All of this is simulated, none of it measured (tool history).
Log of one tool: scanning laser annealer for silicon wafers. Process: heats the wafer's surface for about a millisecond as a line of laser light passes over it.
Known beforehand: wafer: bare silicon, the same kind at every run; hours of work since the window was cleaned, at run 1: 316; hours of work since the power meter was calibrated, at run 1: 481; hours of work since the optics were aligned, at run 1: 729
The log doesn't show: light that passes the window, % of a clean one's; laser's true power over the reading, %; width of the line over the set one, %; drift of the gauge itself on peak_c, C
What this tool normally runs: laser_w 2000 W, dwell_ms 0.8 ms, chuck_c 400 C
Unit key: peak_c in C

run,hour,laser_w,dwell_ms,chuck_c,hours of work since the window was cleaned,hours of work since the power meter was calibrated,hours of work since the optics were aligned,peak_c
1,0,2000,0.8,400,316,481,729,1142
2,17.4,2000,0.8,400,326,491,739,1137
3,31.3,2000,0.82,400,334,499,747,1147
4,42.3,2000,0.82,400,341,506,754,1148
5,62.9,2000,0.59,400,353,518,766,1030
6,75.3,2000,0.781,400,360,525,774,1126
7,89,2000,0.781,392,369,534,782,1118
8,98.9,2000,0.781,392,374,539,788,1117
9,117.6,2000,0.781,392,386,551,799,1119
10,133.1,1964,0.591,400,395,560,808,1016
11,144.7,1989,0.591,400,402,567,815,1025
12,161.5,2000,0.696,400,412,577,825,1083
13,170.8,1855,0.581,396,417,582,830,974
14,189.9,1844,0.782,400,429,594,842,1068

Run by run, hidden condition taken away, random variation retained:
run,peak_c
1,1162
2,1157
3,1169
4,1169
5,1048
6,1148
7,1141
8,1140
9,1143
10,1036
11,1046
12,1106
13,994
14,1091
